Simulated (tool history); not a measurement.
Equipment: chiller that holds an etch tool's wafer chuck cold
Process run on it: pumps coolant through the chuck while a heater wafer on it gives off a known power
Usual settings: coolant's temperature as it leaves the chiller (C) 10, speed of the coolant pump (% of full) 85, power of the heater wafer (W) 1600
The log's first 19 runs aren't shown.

run	hour	coolant's temperature as it leaves the chiller (C)	speed of the coolant pump (% of full)	power of the heater wafer (W)	hours since the coolant was changed and the channels were flushed	hours since the pump was overhauled	hours since the chiller's thermometer was calibrated	chuck's temperature once it has settled (C)	how much warmer the coolant comes back (C)
20	493.0	11	64	1399	3804	1687	2746	27.1	3.96
21	515.2	11	64	1399	3826	1709	2768	26.9	3.93
# hour 529.8: chiller's thermometer calibrated
22	532.8	8	78	829	3843	1726	3	15.9	1.87
23	563.2	19	63	881	3873	1756	33	29.5	2.53
24	582.0	19	63	881	3892	1775	52	29.3	2.54
25	597.9	19	63	881	3908	1791	68	29.4	2.53
26	613.6	16	78	881	3924	1807	84	24.4	1.95
27	633.9	16	61	881	3944	1827	104	26.7	2.58
28	659.5	18	72	1232	3970	1853	130	31.2	3.10
29	679.4	5	85	1417	3990	1872	150	17.7	3.00
30	704.2	5	85	1417	4014	1897	174	18.0	2.99
31	735.2	19	85	1132	4045	1928	205	29.1	2.41

Each row is a separate what-if for the run after 31, all from the same tool condition, not one after another. Results?
A	747.9	19	89	1042	4058	1941	218	?	?
B	747.9	5	79	1189	4058	1941	218	?	?
C	747.9	19	85	1320	4058	1941	218	?	?
D	747.9	10	85	2179	4058	1941	218	?	?
E	747.9	19	99	1132	4058	1941	218	?	?

run	chuck's temperature once it has settled (C)	how much warmer the coolant comes back (C)
A	27.9	2.08
B	16.5	2.70
C	30.9	2.79
D	29.9	4.59
E	27.9	2.04
The same runs, with their run-to-run variation unchanged, on a tool lacking any hidden condition would have given:
run	chuck's temperature once it has settled (C)	how much warmer the coolant comes back (C)
A	26.3	2.00
B	14.5	2.60
C	28.8	2.68
D	26.4	4.41
E	26.4	1.96
